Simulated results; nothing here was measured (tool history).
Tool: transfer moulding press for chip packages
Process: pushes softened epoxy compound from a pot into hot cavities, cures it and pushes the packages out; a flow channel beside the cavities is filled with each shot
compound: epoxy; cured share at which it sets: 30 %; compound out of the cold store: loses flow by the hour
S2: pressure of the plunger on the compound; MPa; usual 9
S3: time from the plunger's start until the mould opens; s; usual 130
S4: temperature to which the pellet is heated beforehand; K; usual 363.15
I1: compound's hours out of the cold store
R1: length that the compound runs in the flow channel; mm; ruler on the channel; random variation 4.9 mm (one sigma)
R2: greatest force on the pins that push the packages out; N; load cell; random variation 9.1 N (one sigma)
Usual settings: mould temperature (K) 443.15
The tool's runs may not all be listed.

Run 1, hour 0: usual settings; I1 19.4. Result: R1 723 mm, R2 429 N.
Run 2, hour 7.2: usual settings but S2 9.39 MPa; I1 19.1. Result: R1 733 mm, R2 462 N.
Run 3, hour 17.7: usual settings but S2 9.39 MPa; I1 22.4. Result: R1 734 mm, R2 488 N.
Run 4, hour 26.9: usual settings but S2 9.39 MPa; I1 36.3. Result: R1 674 mm, R2 533 N.
Run 5, hour 37.6: usual settings but S2 9.39 MPa; I1 40.2. Result: R1 665 mm, R2 606 N.
Run 6, hour 43.6: usual settings but S2 9.39 MPa; I1 26.8. Result: R1 716 mm, R2 597 N.
Run 7, hour 50.7: usual settings but S2 9.39 MPa; I1 20.7. Result: R1 725 mm, R2 666 N.
Run 8, hour 55.8: usual settings but S2 9.39 MPa; I1 22.9. Result: R1 721 mm, R2 647 N.
Run 9, hour 65.6: usual settings but S2 9.39 MPa; I1 38. Result: R1 669 mm, R2 676 N.
Run 10, hour 76.2: usual settings but S2 8.13 MPa; I1 46.3. Result: R1 603 mm, R2 689 N.
Run 11, hour 84.5: usual settings but S2 8.13 MPa; I1 47.5. Result: R1 598 mm, R2 728 N.
Run 12, hour 91.3: usual settings but S2 8.13 MPa; I1 42.4. Result: R1 603 mm, R2 729 N.
Run 13, hour 100.2: usual settings but S2 8.13 MPa; I1 33.1. Result: R1 645 mm, R2 773 N.
At hour 102.9: cavities cleaned with cleaning compound and waxed.
Run 14, hour 110.2: usual settings; I1 15.9. Result: R1 738 mm, R2 469 N.
Run 15, hour 115.8: usual settings but mould temperature (K) 445.15, S4 371.15 K; I1 37.5. Result: R1 653 mm, R2 453 N.
Run 16, hour 123.7: usual settings but mould temperature (K) 449.15, S2 9.78 MPa, S3 159 s, S4 364.15 K; I1 32.8. Result: R1 673 mm, R2 440 N.
Run 17, hour 132.9: usual settings but mould temperature (K) 438.15, S2 9.15 MPa, S3 159 s, S4 354.15 K; I1 34.4. Result: R1 677 mm, R2 551 N.
Run 18, hour 143.1: usual settings but S3 138 s, S4 371.15 K; I1 40.2. Result: R1 636 mm, R2 567 N.
At hour 146.1: mould's thermocouples calibrated.
Run 19, hour 154.7: usual settings but S3 138 s, S4 371.15 K; I1 47.2. Result: R1 616 mm, R2 615 N.
Run 20, hour 165.1: usual settings but mould temperature (K) 448.15, S2 6.98 MPa; I1 14.3. Result: R1 626 mm, R2 605 N.
Run 21, hour 171.9: usual settings but mould temperature (K) 448.15, S2 6.98 MPa; I1 27.7. Result: R1 591 mm, R2 621 N.
At hour 175.8: mould's thermocouples calibrated, once more.
Run 22, hour 183.6: usual settings but mould temperature (K) 436.15, S2 7.85 MPa, S3 116 s, S4 362.15 K; I1 21.1. Result: R1 671 mm, R2 1315 N.
Run 23, hour 192.4: usual settings but mould temperature (K) 435.15, S2 9.75 MPa; I1 15.9. Result: R1 780 mm, R2 1255 N.
Run 24, hour 199.1: usual settings but mould temperature (K) 451.15, S2 10.33 MPa; I1 34.3. Result: R1 683 mm, R2 661 N.
Run 25, hour 206.3: usual settings but S2 8.39 MPa, S3 126 s, S4 365.15 K; I1 28.4. Result: R1 658 mm, R2 781 N.
At hour 209.4: cavities cleaned with cleaning compound and waxed.
Run 26, hour 217.9: usual settings but mould temperature (K) 435.15, S2 8.44 MPa, S3 158 s, S4 369.15 K; I1 41.5. Result: R1 631 mm, R2 513 N.
Run 27, hour 222.6: usual settings but S2 10.02 MPa, S4 371.15 K; I1 9. Result: R1 784 mm, R2 492 N.
At hour 230.4: plunger's sealing rings changed.
Run 28, hour 234.5: usual settings but S2 10.02 MPa, S4 371.15 K; I1 44.3. Result: R1 701 mm, R2 509 N.

Some steps in R1 between neighbouring runs. How much of each would the tool show without its hidden state too (settings, what came in, random variation), and how much is left for the hidden state, with any gauge scatter that isn't in both results?
The hidden state here: true mould temperature over the reading, C; pressure that reaches the compound, % of what is set; grip of the stained cavities, % over clean ones'; drift of the gauge itself on flow_mm, %; drift of the gauge itself on push_out_n, %.
Run 22 -> 23: mould temperature (K) 436.15 -> 435.15, S2 7.85 -> 9.75, S3 116 -> 130, S4 362.15 -> 363.15. R1 +109 mm: hidden state -7, all else +116.
Run 26 -> 27: mould temperature (K) 435.15 -> 443.15, S2 8.44 -> 10.02, S3 158 -> 130, S4 369.15 -> 371.15. R1 +153 mm: hidden state -11, all else +164.
Run 27 -> 28: plunger's sealing rings changed. R1 -83 mm: hidden state +48, all else -131.
